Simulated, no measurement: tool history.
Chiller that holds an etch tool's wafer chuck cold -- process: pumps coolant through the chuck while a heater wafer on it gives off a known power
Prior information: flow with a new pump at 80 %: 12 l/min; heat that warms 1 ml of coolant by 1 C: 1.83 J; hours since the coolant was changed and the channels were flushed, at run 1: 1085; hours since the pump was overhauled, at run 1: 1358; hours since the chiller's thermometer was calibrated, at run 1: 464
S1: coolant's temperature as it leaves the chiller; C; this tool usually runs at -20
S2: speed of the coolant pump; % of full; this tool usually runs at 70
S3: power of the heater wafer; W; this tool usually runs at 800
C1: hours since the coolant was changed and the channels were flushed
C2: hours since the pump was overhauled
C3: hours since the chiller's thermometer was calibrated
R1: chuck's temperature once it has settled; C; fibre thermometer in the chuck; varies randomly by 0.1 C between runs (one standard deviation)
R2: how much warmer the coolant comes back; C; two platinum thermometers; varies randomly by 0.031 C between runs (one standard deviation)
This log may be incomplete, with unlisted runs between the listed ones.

{"run": 1, "hour": 0.0, "S1": -20, "S2": 70, "S3": 800, "C1": 1085, "C2": 1358, "C3": 464, "R1": -13.7, "R2": 2.59}
{"run": 2, "hour": 40.5, "S1": -20, "S2": 70, "S3": 474, "C1": 1125, "C2": 1399, "C3": 505, "R1": -16.2, "R2": 1.52}
{"run": 3, "hour": 72.8, "S1": -20, "S2": 72, "S3": 800, "C1": 1158, "C2": 1431, "C3": 537, "R1": -13.9, "R2": 2.59}
{"run": 4, "hour": 120.0, "S1": -20, "S2": 70, "S3": 800, "C1": 1205, "C2": 1478, "C3": 584, "R1": -13.6, "R2": 2.63}
{"run": 5, "hour": 162.9, "S1": -20, "S2": 70, "S3": 800, "C1": 1248, "C2": 1521, "C3": 627, "R1": -13.7, "R2": 2.62}
{"run": 6, "hour": 191.4, "S1": -20, "S2": 70, "S3": 800, "C1": 1276, "C2": 1550, "C3": 655, "R1": -13.6, "R2": 2.6}
{"run": 7, "hour": 234.7, "S1": -20, "S2": 82, "S3": 800, "C1": 1320, "C2": 1593, "C3": 699, "R1": -14.6, "R2": 2.19}
{"run": 8, "hour": 298.0, "S1": -20, "S2": 82, "S3": 1126, "C1": 1383, "C2": 1656, "C3": 762, "R1": -12.4, "R2": 3.13}
{"run": 9, "hour": 327.3, "S1": -20, "S2": 82, "S3": 1126, "C1": 1412, "C2": 1686, "C3": 791, "R1": -12.4, "R2": 3.13}
{"run": 10, "hour": 389.8, "S1": -20, "S2": 70, "S3": 800, "C1": 1475, "C2": 1748, "C3": 854, "R1": -13.7, "R2": 2.7}
{"run": 11, "hour": 415.9, "S1": -20, "S2": 70, "S3": 800, "C1": 1501, "C2": 1774, "C3": 880, "R1": -13.6, "R2": 2.63}
{"run": 12, "hour": 458.6, "S1": -20, "S2": 70, "S3": 800, "C1": 1544, "C2": 1817, "C3": 923, "R1": -13.6, "R2": 2.69}
{"run": 13, "hour": 518.3, "S1": -20, "S2": 70, "S3": 800, "C1": 1603, "C2": 1877, "C3": 982, "R1": -13.7, "R2": 2.67}
{"run": 14, "hour": 568.7, "S1": -20, "S2": 65, "S3": 800, "C1": 1654, "C2": 1927, "C3": 1033, "R1": -13.0, "R2": 2.84}
{"run": 15, "hour": 612.2, "S1": -20, "S2": 65, "S3": 800, "C1": 1697, "C2": 1971, "C3": 1076, "R1": -13.1, "R2": 2.92}
{"run": 16, "hour": 650.2, "S1": -20, "S2": 65, "S3": 800, "C1": 1735, "C2": 2009, "C3": 1114, "R1": -13.3, "R2": 2.88}
{"run": 17, "hour": 694.7, "S1": -17, "S2": 70, "S3": 502, "C1": 1780, "C2": 2053, "C3": 1159, "R1": -13.1, "R2": 1.63}
{"run": 18, "hour": 750.4, "S1": -17, "S2": 70, "S3": 502, "C1": 1835, "C2": 2109, "C3": 1214, "R1": -12.9, "R2": 1.68}
{"hour": 754.3, "done": "chiller's thermometer calibrated"}
{"run": 19, "hour": 803.9, "S1": -17, "S2": 70, "S3": 502, "C1": 1888, "C2": 2161, "C3": 50, "R1": -13.1, "R2": 1.7}
{"run": 20, "hour": 862.8, "S1": -28, "S2": 77, "S3": 544, "C1": 1947, "C2": 2220, "C3": 109, "R1": -24.1, "R2": 1.63}
{"run": 21, "hour": 911.6, "S1": -28, "S2": 77, "S3": 544, "C1": 1996, "C2": 2269, "C3": 157, "R1": -24.3, "R2": 1.59}
{"run": 22, "hour": 975.3, "S1": -20, "S2": 97, "S3": 800, "C1": 2059, "C2": 2333, "C3": 221, "R1": -15.2, "R2": 1.89}
{"hour": 995.4, "done": "chiller's thermometer calibrated, once more"}
{"run": 23, "hour": 1029.5, "S1": -20, "S2": 92, "S3": 591, "C1": 2113, "C2": 2386, "C3": 34, "R1": -16.3, "R2": 1.42}
{"run": 24, "hour": 1083.2, "S1": -24, "S2": 98, "S3": 731, "C1": 2166, "C2": 2440, "C3": 88, "R1": -19.8, "R2": 1.67}
{"run": 25, "hour": 1137.9, "S1": -20, "S2": 87, "S3": 643, "C1": 2221, "C2": 2494, "C3": 142, "R1": -15.6, "R2": 1.67}
{"run": 26, "hour": 1178.8, "S1": -20, "S2": 70, "S3": 1124, "C1": 2262, "C2": 2535, "C3": 183, "R1": -10.5, "R2": 3.84}
{"run": 27, "hour": 1208.5, "S1": -21, "S2": 86, "S3": 994, "C1": 2291, "C2": 2565, "C3": 213, "R1": -14.1, "R2": 2.7}
{"run": 28, "hour": 1272.1, "S1": -19, "S2": 66, "S3": 551, "C1": 2355, "C2": 2628, "C3": 277, "R1": -14.1, "R2": 2.03}
{"run": 29, "hour": 1320.3, "S1": -19, "S2": 66, "S3": 551, "C1": 2403, "C2": 2677, "C3": 325, "R1": -14.0, "R2": 1.99}
{"run": 30, "hour": 1372.8, "S1": -19, "S2": 66, "S3": 551, "C1": 2456, "C2": 2729, "C3": 377, "R1": -14.3, "R2": 2.04}
{"run": 31, "hour": 1420.9, "S1": -19, "S2": 66, "S3": 551, "C1": 2504, "C2": 2777, "C3": 425, "R1": -14.2, "R2": 2.06}
{"run": 32, "hour": 1451.5, "S1": -16, "S2": 66, "S3": 800, "C1": 2534, "C2": 2808, "C3": 456, "R1": -9.0, "R2": 2.91}

Hidden state or all else? Some run-to-run changes of R1, split into what the settings, what came in and random variation would give without the hidden state, and what is left for the hidden state (with any gauge scatter that isn't in both results):
Hidden conditions of the tool in this case: heat passed by the chuck's channels, % of clean ones'; flow at a given pump speed, % of a new pump's; coolant's true temperature over the reading, C; drift of the gauge itself on chuck_c, C; drift of the gauge itself on warmer_back_c, C.
Run 19 -> 20: S1 -17 -> -28, S2 70 -> 77, S3 502 -> 544. R1 -11.0 C: hidden state +0.0, all else -11.0.
Run 21 -> 22: S1 -28 -> -20, S2 77 -> 97, S3 544 -> 800. R1 +9.1 C: hidden state +0.0, all else +9.1.
Run 22 -> 23: S2 97 -> 92, S3 800 -> 591, chiller's thermometer calibrated, once more. R1 -1.1 C: hidden state +0.3, all else -1.4.
Run 25 -> 26: S2 87 -> 70, S3 643 -> 1124. R1 +5.1 C: hidden state +0.5, all else +4.6.
Run 27 -> 28: S1 -21 -> -19, S2 86 -> 66, S3 994 -> 551. R1 +0.0 C: hidden state -0.3, all else +0.3.
Run 31 -> 32: S1 -19 -> -16, S3 551 -> 800. R1 +5.2 C: hidden state +0.1, all else +5.1.

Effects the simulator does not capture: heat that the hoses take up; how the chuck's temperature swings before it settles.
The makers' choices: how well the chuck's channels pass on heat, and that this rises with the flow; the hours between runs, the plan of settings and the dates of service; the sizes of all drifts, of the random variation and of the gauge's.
